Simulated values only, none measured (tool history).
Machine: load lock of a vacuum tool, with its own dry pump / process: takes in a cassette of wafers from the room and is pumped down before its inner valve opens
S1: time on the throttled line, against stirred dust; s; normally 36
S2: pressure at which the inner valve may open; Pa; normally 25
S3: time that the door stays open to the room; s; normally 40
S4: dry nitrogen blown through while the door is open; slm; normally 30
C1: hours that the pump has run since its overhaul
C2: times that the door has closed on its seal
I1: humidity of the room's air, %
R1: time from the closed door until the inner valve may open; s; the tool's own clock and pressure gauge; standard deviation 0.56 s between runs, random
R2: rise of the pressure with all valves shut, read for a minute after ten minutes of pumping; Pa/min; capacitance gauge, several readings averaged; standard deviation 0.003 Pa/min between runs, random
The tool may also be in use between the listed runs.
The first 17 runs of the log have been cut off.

run	day	S1	S2	S3	S4	C1	C2	I1	R1	R2
18	224.154	36	25	40	30	5380	57196	45.5	81.0	0.154
19	237.262	35	32	127	7	5694	58306	44.1	79.9	0.195
20	250.054	39	20	40	4	6001	59390	43.4	85.9	0.172
21	260.750	19	20	213	4	6258	60296	42.5	72.5	0.226
22	268.875	19	20	213	4	6453	60984	45.7	71.5	0.235
23	280.842	19	20	213	4	6740	61998	43.5	72.4	0.240
24	287.946	53	20	112	15	6911	62600	46.1	97.3	0.204
25	304.946	36	22	41	15	7319	64040	47.1	84.1	0.201
26	318.604	36	27	40	38	7647	65197	47.1	83.2	0.198
27	331.612	36	26	40	7	7959	66299	45.0	83.0	0.213
28	347.033	38	24	40	30	8329	67605	42.3	85.4	0.209
29	361.096	38	24	40	30	8666	68796	45.7	85.7	0.216
30	373.604	68	25	35	5	8966	69856	43.0	106.7	0.223
31	381.154	68	20	35	9	9148	70496	45.5	108.5	0.223
# day 392.104: door's seal changed, seat wiped
32	394.133	61	34	40	5	9458	172	47.1	99.7	0.024
33	410.321	61	46	40	5	9846	1543	44.6	98.9	0.018
34	420.396	61	46	40	5	10088	2397	48.5	97.8	0.020
35	435.862	62	25	149	41	10459	3707	43.3	103.2	0.023
36	450.833	39	19	40	14	10819	4975	45.1	89.9	0.024

5 options for the next run, each taken on its own from the tool as it stands now. Forecast them:
A	466.654	39	19	95	14	11198	6316	47.3	?	?
B	466.654	39	19	40	43	11198	6316	44.9	?	?
C	466.654	39	19	83	14	11198	6316	48.1	?	?
D	466.654	38	25	40	14	11198	6316	45.7	?	?
E	466.654	48	25	40	30	11198	6316	46.3	?	?

run	R1	R2
A	90.1	0.034
B	91.0	0.019
C	88.8	0.034
D	86.8	0.028
E	93.9	0.022
Without the tool's unlogged condition, the same runs would have read:
run	R1	R2
A	82.3	0.027
B	83.2	0.012
C	81.1	0.027
D	79.3	0.020
E	86.9	0.015
